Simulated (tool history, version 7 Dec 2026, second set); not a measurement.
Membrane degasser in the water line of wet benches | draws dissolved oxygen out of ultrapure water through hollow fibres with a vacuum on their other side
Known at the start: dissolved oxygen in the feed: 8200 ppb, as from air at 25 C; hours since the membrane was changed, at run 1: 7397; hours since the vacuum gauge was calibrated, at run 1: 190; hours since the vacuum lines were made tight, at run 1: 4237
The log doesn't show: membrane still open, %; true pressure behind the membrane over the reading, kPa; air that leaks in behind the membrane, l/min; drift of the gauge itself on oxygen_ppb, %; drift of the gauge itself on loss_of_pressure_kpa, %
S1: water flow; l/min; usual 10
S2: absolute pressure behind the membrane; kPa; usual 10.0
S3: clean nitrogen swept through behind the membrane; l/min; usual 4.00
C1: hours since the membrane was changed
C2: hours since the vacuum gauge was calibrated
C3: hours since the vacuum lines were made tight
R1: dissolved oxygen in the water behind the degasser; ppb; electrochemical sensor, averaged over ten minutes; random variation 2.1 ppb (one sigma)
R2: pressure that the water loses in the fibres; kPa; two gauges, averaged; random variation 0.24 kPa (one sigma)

run    hour  S1    S2    S3     C1    C2    C3     R1     R2
  1     0.0  10  10.0  4.00   7397   190  4237  241.2  62.55
  2   174.4  10  10.0  4.00   7571   365  4412  242.7  63.03
  3   338.4  10  10.0  4.00   7735   529  4576  243.9  62.97
  4   476.4  13  10.0  4.00   7873   667  4714  351.2  81.55
  5   631.4  10  10.0  4.00   8028   822  4869  246.5  62.96
  6   820.3  10  10.0  2.02   8217  1011  5058  284.2  63.34
  7   968.8  10  10.0  2.02   8366  1159  5206  285.6  62.71
  8  1099.5  10  10.0  5.56   8496  1290  5337  234.4  62.98
  9  1218.7  10  10.0  5.26   8615  1409  5456  237.2  63.32
 10  1355.3  10  10.0  3.35   8752  1546  5593  255.5  63.23
     1371.1  -- vacuum gauge calibrated
 11  1491.8  10  10.0  4.00   8888   121  5729  249.2  63.20
 12  1627.7  10  10.0  4.00   9024   257  5864  248.6  63.15
 13  1769.9  10  10.0  4.00   9166   399  6007  251.9  63.53
 14  1955.2  10  10.0  4.00   9352   584  6192  250.6  63.40
     1989.8  -- vacuum gauge calibrated, once more
 15  2081.0  10  10.0  4.00   9477    91  6317  247.9  63.53
 16  2273.5  10  10.0  4.00   9669   284  6510  253.0  63.96
 17  2377.8  10  10.0  4.00   9774   388  6614  249.2  63.69
 18  2545.8  10  10.0  4.00   9942   556  6782  251.5  64.12
     2734.6  -- seals of the vacuum lines changed
 19  2737.7  12   8.0  4.00  10132   746     3  308.8  76.61
 20  2834.7   7  19.6  4.21  10229   843   100  180.4  44.54
 21  2961.6  10  10.0  7.90  10355   970   227  229.3  63.69
 22  3142.4   7   9.3  2.11  10536  1151   408  164.2  44.82
 23  3294.1  10   9.3  2.11  10688  1302   560  278.8  63.34
     3324.1  -- membrane cartridge changed
 24  3379.1  10   9.3  2.11     55  1383   641  243.1  60.68
 25  3512.2  10  14.3  9.95    188  1516   774  201.2  60.14
 26  3694.0  10  14.3  9.06    370  1698   955  201.9  60.67
 27  3885.1  12  10.0  4.00    561  1889  1147  281.5  73.02
 28  4002.6   8  19.7  4.00    679  2007  1264  197.7  48.56
 29  4141.2   8  19.7  4.00    817  2145  1403  201.2  48.69
 30  4280.4  12  13.3  2.87    956  2285  1542  328.1  72.68
 31  4382.2  12  13.3  2.87   1058  2386  1644  335.0  72.48
 32  4496.3  15  14.9  4.00   1172  2500  1758  425.4  90.92
 33  4607.6  12  15.3  6.89   1284  2612  1869  289.7  72.83

Forecast each of these 3 alternatives for the next run:
  A  4761.3  12  15.6  2.41  1437  2765  2023   ?   ?
  B  4761.3  15  10.0  4.00  1437  2765  2023   ?   ?
  C  4761.3  14  10.0  4.00  1437  2765  2023   ?   ?

run     R1     R2
  A  378.3  72.61
  B  385.3  91.24
  C  350.3  84.89
Without the tool's hidden state the same runs would have given:
run     R1     R2
  A  370.3  72.08
  B  376.7  90.58
  C  342.3  84.28
